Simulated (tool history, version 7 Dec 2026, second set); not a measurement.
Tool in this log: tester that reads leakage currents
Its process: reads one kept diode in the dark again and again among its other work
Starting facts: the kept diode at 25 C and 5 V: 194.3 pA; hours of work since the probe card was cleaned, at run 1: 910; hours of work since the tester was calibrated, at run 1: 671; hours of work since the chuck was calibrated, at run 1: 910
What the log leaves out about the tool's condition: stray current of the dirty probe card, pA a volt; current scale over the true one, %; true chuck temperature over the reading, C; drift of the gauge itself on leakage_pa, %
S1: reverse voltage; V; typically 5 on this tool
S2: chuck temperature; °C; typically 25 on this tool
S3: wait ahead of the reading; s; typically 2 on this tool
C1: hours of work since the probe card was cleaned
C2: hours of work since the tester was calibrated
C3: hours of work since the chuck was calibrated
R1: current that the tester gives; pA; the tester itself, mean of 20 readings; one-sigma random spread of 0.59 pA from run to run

run,day,S1,S2,S3,C1,C2,C3,R1
1,0,5,25,2,910,671,910,170.86
2,1.371,5,25,7.8,935,696,935,170.05
3,2.008,5,25,7.8,947,708,947,170.16
4,3.342,5,25,7.8,972,733,972,168.72
5,4.175,5,25,7.8,988,749,988,168.64
6,4.833,5,25,7.8,1000,761,1000,168.21
# day 5.188: chuck's temperature calibrated
7,6.358,2.8,25,7.8,1027,788,22,153.75
8,7,2.8,25,7.8,1039,800,34,152.66
9,7.929,2.76,25,2,1056,817,51,151.96
10,9.221,5,54,2,1080,841,75,2037.74
11,9.929,5,54,2,1094,855,89,2034.68
12,10.854,5,54,2,1111,872,106,2023.99
13,12.175,5,54,2,1136,897,131,2025.42
14,13.196,5,54,2,1155,916,150,2019.65
15,14.062,3.86,54,2,1171,932,166,1801.74
16,14.721,3.86,54,2,1183,944,178,1795.1
17,15.679,3.86,54,2,1201,962,196,1792.39
18,16.425,5,25,2,1215,976,210,193.5
19,17.658,5,25,2,1238,999,233,193.48
20,18.975,5,25,2,1263,1024,258,193.17
21,20.004,1.08,25,2,1282,1043,277,97.77
22,21.517,1.08,25,2,1310,1071,305,97.32
23,22.892,1.08,25,2,1336,1097,331,96.44
24,24.446,7.92,26,0.33,1365,1126,360,257.82
25,25.767,18.8,56,0.47,1390,1151,385,4051.68
26,26.658,11.64,37,1.87,1406,1167,401,755.39
27,27.725,5,25,0.4,1426,1187,421,190.99
28,28.492,4.71,22,0.47,1441,1202,436,142.15
29,29.983,3.13,33,1.05,1469,1230,464,301.1
30,31.346,3.13,33,1.05,1494,1255,489,299.99
31,32.812,1.41,31,0.5,1521,1283,517,177.89
32,34.029,3.9,25,1.05,1544,1305,539,165.82
33,35.292,4.41,47,8.61,1568,1329,563,1058.01
34,35.95,4.41,47,8.61,1580,1341,575,1060.18
35,37.217,2.47,58,1.13,1604,1365,599,1879.37
36,38.646,2.47,39,4.78,1630,1392,626,435.46
37,39.558,1.91,32,0.9,1648,1409,643,217.8
38,40.883,2.8,32,7.35,1672,1433,667,254.88

What does the tool deliver on the next run?
39,41.8,2.8,32,7.35,1689,1451,685,?

R1: 254.69 pA
Had the tool carried no hidden state, the very same run would have given R1 277.85 pA.
